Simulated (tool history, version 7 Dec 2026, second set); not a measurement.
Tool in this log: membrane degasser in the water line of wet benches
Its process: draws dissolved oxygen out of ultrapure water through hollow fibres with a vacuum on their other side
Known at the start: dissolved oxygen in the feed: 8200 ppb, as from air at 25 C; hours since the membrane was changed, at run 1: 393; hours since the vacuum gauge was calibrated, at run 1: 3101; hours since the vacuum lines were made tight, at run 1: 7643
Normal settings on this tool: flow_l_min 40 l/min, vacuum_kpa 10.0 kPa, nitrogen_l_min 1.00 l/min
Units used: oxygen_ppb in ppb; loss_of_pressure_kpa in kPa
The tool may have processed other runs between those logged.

run,hour,flow_l_min,vacuum_kpa,nitrogen_l_min,hours since the membrane was changed,hours since the vacuum gauge was calibrated,hours since the vacuum lines were made tight,oxygen_ppb,loss_of_pressure_kpa
1,0.0,40,10.0,1.00,393,3101,7643,565.6,31.76
2,122.4,40,17.0,1.00,516,3223,7765,1041.8,31.60
3,204.3,40,17.0,1.00,598,3305,7847,1039.8,31.93
4,325.6,60,10.0,1.00,719,3426,7969,817.4,47.38
5,439.5,60,10.0,1.00,833,3540,8082,818.5,47.85
6,516.6,64,10.0,1.00,910,3617,8159,869.2,50.71
7,618.7,64,10.0,1.00,1012,3719,8262,864.0,50.71
8,708.7,64,10.0,1.00,1102,3809,8352,865.4,50.70
9,769.5,64,10.0,1.00,1163,3870,8412,866.7,50.80
10,888.8,64,10.0,1.00,1282,3989,8532,859.7,50.78
11,964.3,64,10.0,1.00,1358,4065,8607,874.5,50.91
12,1032.6,64,10.0,1.00,1426,4133,8676,871.7,51.04
13,1117.2,64,10.0,1.00,1511,4218,8760,866.0,50.93
14,1199.8,64,10.0,1.00,1593,4300,8843,875.7,50.93
15,1280.0,64,10.0,1.00,1673,4380,8923,870.8,50.91
16,1357.5,40,10.0,1.00,1751,4458,9000,569.3,32.02
17,1473.1,40,10.0,1.00,1866,4574,9116,575.4,32.02
18,1553.0,28,23.1,0.44,1946,4654,9196,1912.0,22.12
19,1664.8,30,17.4,0.41,2058,4765,9308,1573.8,23.63
20,1779.9,30,17.4,0.41,2173,4880,9423,1565.9,23.86
21,1895.3,30,17.4,0.41,2289,4996,9538,1559.1,23.73
22,1978.0,30,17.4,0.41,2371,5079,9621,1561.3,24.03
23,2034.7,30,10.5,0.41,2428,5135,9678,884.2,23.81
# hour 2054.5: vacuum gauge calibrated
24,2147.8,30,10.5,0.41,2541,93,9790,851.2,23.89
25,2211.6,31,15.5,1.50,2604,157,9854,552.9,24.62
26,2322.6,59,13.8,1.05,2716,268,9965,1096.6,46.99
27,2405.9,40,10.0,2.46,2799,351,10048,287.7,31.66
28,2511.0,24,10.0,2.38,2904,457,10153,168.7,19.26
29,2589.8,24,10.0,2.38,2983,535,10232,169.4,19.28
30,2668.9,40,11.1,0.49,3062,614,10311,1006.5,32.02
31,2728.6,33,11.1,1.33,3122,674,10371,430.3,26.43
32,2810.1,33,11.1,1.33,3203,756,10452,430.6,26.40

What if the next run were any one of these 3? Each begins from the tool's condition after run 32:
A,2910.4,33,11.1,0.65,3303,856,10553,?,?
B,2910.4,40,9.2,0.88,3303,856,10553,?,?
C,2910.4,48,22.7,2.82,3303,856,10553,?,?

run,oxygen_ppb,loss_of_pressure_kpa
A,730.9,26.39
B,546.0,32.01
C,759.4,38.41
Without the tool's hidden state the same runs would have given:
run,oxygen_ppb,loss_of_pressure_kpa
A,730.5,26.11
B,543.8,31.68
C,750.8,38.01
